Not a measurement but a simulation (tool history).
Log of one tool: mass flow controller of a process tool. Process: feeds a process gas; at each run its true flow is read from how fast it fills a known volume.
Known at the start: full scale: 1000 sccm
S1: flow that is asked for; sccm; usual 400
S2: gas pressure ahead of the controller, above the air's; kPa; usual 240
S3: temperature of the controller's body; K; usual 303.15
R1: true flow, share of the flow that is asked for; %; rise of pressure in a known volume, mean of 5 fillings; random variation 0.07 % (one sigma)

run      day   S1   S2      S3      R1
  1    0.000  400  240  303.15   98.72
  2    2.242  400  274  303.15   98.74
  3    5.717  400  240  303.15   98.89
  4   10.117  400  240  303.15   98.95
  5   12.979  400  240  303.15   98.93
  6   15.125  400  240  303.15   98.90
  7   18.354  400  240  303.15   98.92
  8   22.788  400  240  303.15   98.92
  9   25.817  400  240  303.15   98.91
 10   27.825  400  240  303.15   99.01
 11   31.904  400  240  303.15   99.09
 12   35.025  400  240  303.15   98.99
 13   39.204  400  240  303.15   98.96
 14   42.954  400  240  303.15   98.99
 15   45.292  400  240  303.15   99.06
 16   47.638  400  240  303.15   98.94
 17   51.658  189  240  303.15   99.47
 18   54.446  400  240  309.15   98.81
 19   58.504  400  240  309.15   98.89
 20   61.092  400  240  309.15   98.84
 21   64.225  400  240  309.15   98.67
 22   66.308  891  240  303.15   99.73
 23   70.283  400  166  294.15   99.86
 24   73.038  245  161  304.15   99.64
 25   75.179  141  211  295.15  100.73
 26   78.112  117  227  309.15  100.60
 27   82.433  101  154  309.15  101.44
 28   84.579  935  217  309.15   99.46
 29   87.546  400  240  307.15   98.94
 30   90.367  100  167  301.15  101.93
 31   93.121  153  196  310.15  100.03
 32   97.258  153  196  310.15  100.08
 33   99.096  153  196  310.15  100.00
 34  101.888  230  240  306.15   99.40
 35  105.975  230  240  306.15   99.49
 36  110.504  436  204  303.15   99.41
 37  114.354  128  204  303.15  101.16
 38  118.183  128  204  303.15  101.05
 39  122.525  128  204  303.15  101.20
 40  124.562  128  204  303.15  101.32
 41  128.883  400  240  313.15   98.81
 42  132.446  166  210  303.15  100.61
 43  136.571  660  203  312.15   99.02
 44  139.754  660  147  307.15   99.65

4 ways to go on from here, each from the tool as it stands after run 44. What would each give?
  A  141.958  366  167  306.15   ?
  B  141.958  131  240  305.15   ?
  C  141.958  732  168  301.15   ?
  D  141.958  233  147  307.15   ?

run      R1
  A   99.67
  B  101.17
  C   99.75
  D   99.92
Without the tool's hidden state the same runs would have given:
run     R1
  A  98.63
  B  97.71
  C  99.38
  D  98.11
